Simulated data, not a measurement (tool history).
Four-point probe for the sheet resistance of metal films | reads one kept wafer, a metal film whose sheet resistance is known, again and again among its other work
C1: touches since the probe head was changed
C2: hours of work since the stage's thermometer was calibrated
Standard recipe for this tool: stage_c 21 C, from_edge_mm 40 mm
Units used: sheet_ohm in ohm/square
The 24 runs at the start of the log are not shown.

{"run": 25, "hour": 425.6, "stage_c": 26, "from_edge_mm": 6, "C1": 14515, "C2": 437, "sheet_ohm": 14.005695}
{"run": 26, "hour": 443.7, "stage_c": 25, "from_edge_mm": 8, "C1": 14756, "C2": 445, "sheet_ohm": 13.86769}
{"run": 27, "hour": 461.5, "stage_c": 25, "from_edge_mm": 7, "C1": 14993, "C2": 452, "sheet_ohm": 13.919447}
{"run": 28, "hour": 475.9, "stage_c": 25, "from_edge_mm": 7, "C1": 15185, "C2": 458, "sheet_ohm": 13.918625}
{"run": 29, "hour": 502.6, "stage_c": 25, "from_edge_mm": 7, "C1": 15541, "C2": 469, "sheet_ohm": 13.921844}
{"run": 30, "hour": 517.7, "stage_c": 25, "from_edge_mm": 7, "C1": 15742, "C2": 476, "sheet_ohm": 13.922009}
{"run": 31, "hour": 544.6, "stage_c": 25, "from_edge_mm": 7, "C1": 16101, "C2": 487, "sheet_ohm": 13.917039}
{"run": 32, "hour": 573.6, "stage_c": 25, "from_edge_mm": 7, "C1": 16488, "C2": 499, "sheet_ohm": 13.923545}
{"run": 33, "hour": 594.2, "stage_c": 19, "from_edge_mm": 16, "C1": 16763, "C2": 507, "sheet_ohm": 13.699818}
{"run": 34, "hour": 608.3, "stage_c": 29, "from_edge_mm": 69, "C1": 16950, "C2": 513, "sheet_ohm": 13.702675}
{"run": 35, "hour": 631.2, "stage_c": 29, "from_edge_mm": 69, "C1": 17255, "C2": 522, "sheet_ohm": 13.699005}
{"run": 36, "hour": 648.1, "stage_c": 29, "from_edge_mm": 69, "C1": 17481, "C2": 529, "sheet_ohm": 13.706597}
{"run": 37, "hour": 662.9, "stage_c": 21, "from_edge_mm": 15, "C1": 17678, "C2": 536, "sheet_ohm": 13.71464}
{"run": 38, "hour": 681.2, "stage_c": 21, "from_edge_mm": 15, "C1": 17922, "C2": 543, "sheet_ohm": 13.711173}
{"run": 39, "hour": 706.2, "stage_c": 21, "from_edge_mm": 15, "C1": 18255, "C2": 553, "sheet_ohm": 13.720917}
{"run": 40, "hour": 734.5, "stage_c": 21, "from_edge_mm": 15, "C1": 18632, "C2": 565, "sheet_ohm": 13.714172}
{"run": 41, "hour": 749.0, "stage_c": 21, "from_edge_mm": 25, "C1": 18826, "C2": 571, "sheet_ohm": 13.680266}
{"run": 42, "hour": 766.6, "stage_c": 21, "from_edge_mm": 10, "C1": 19060, "C2": 578, "sheet_ohm": 13.779181}
{"run": 43, "hour": 788.6, "stage_c": 32, "from_edge_mm": 9, "C1": 19353, "C2": 588, "sheet_ohm": 13.85761}
{"run": 44, "hour": 801.8, "stage_c": 31, "from_edge_mm": 40, "C1": 19530, "C2": 593, "sheet_ohm": 13.717862}
{"run": 45, "hour": 822.3, "stage_c": 35, "from_edge_mm": 10, "C1": 19802, "C2": 602, "sheet_ohm": 13.845709}

Predict each of these 4 candidate next runs independently; none follows another, all start after run 45:
{"run": "A", "hour": 836.4, "stage_c": 30, "from_edge_mm": 26, "C1": 19990, "C2": 607, "sheet_ohm": "?"}
{"run": "B", "hour": 836.4, "stage_c": 22, "from_edge_mm": 10, "C1": 19990, "C2": 607, "sheet_ohm": "?"}
{"run": "C", "hour": 836.4, "stage_c": 35, "from_edge_mm": 18, "C1": 19990, "C2": 607, "sheet_ohm": "?"}
{"run": "D", "hour": 836.4, "stage_c": 21, "from_edge_mm": 10, "C1": 19990, "C2": 607, "sheet_ohm": "?"}

run=A sheet_ohm=13.720274
run=B sheet_ohm=13.789178
run=C sheet_ohm=13.761574
run=D sheet_ohm=13.777903
Had the tool no hidden state, the same runs would have come out as:
run=A sheet_ohm=13.719513
run=B sheet_ohm=13.788416
run=C sheet_ohm=13.760809
run=D sheet_ohm=13.777142
